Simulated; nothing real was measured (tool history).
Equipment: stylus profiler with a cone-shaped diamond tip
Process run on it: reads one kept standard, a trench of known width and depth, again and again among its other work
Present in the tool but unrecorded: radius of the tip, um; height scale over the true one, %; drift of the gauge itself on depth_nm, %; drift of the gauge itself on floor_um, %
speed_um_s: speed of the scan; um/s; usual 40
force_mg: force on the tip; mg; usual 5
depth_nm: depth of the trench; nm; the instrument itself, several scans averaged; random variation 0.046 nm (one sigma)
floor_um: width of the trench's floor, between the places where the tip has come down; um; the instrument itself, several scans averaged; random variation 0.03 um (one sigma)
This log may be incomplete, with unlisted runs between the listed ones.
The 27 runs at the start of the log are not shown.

run,hour,speed_um_s,force_mg,scans with this tip,hours of work since the height scale was calibrated,depth_nm,floor_um
28,498.1,14,3.16,3765,36,100.65,48.3
29,525.3,59,14.59,3867,47,101.82,48.21
30,549.9,59,14.59,3959,58,101.87,48.22
31,575.8,59,14.59,4056,69,101.8,48.25
32,595.4,30,1.76,4129,78,100.52,48.14
33,618.3,17,9.91,4214,87,101.4,48.27
34,638.5,17,9.91,4290,96,101.39,48.18
35,655,21,1.83,4352,103,100.43,48.22
36,672.4,46,14.45,4417,111,101.85,48.24
37,684,46,14.45,4460,116,101.8,48.19
38,708.9,13,6.06,4553,126,101.05,48.2
39,734.6,30,2.98,4649,137,100.64,48.09
40,759.7,83,1.7,4743,148,100.48,47.87
41,778.4,83,1.7,4813,156,100.37,47.85
42,804.4,14,9.08,4910,167,101.24,48.18
43,828.9,14,9.08,5002,178,101.33,48.18
44,845.8,27,4.86,5065,185,100.77,48.12
45,866.3,45,5,5142,194,100.95,48.02

Below are 3 alternative next runs, each starting from the tool's condition after run 45. Predict each:
A,891.2,16,2.95,5235,205,?,?
B,891.2,32,5,5235,205,?,?
C,891.2,14,6.08,5235,205,?,?

run,depth_nm,floor_um
A,100.5,48.13
B,100.88,48.1
C,100.99,48.15
What these runs would have given with no unlogged condition in the tool:
run,depth_nm,floor_um
A,100.57,48.7
B,100.94,48.67
C,101.06,48.72

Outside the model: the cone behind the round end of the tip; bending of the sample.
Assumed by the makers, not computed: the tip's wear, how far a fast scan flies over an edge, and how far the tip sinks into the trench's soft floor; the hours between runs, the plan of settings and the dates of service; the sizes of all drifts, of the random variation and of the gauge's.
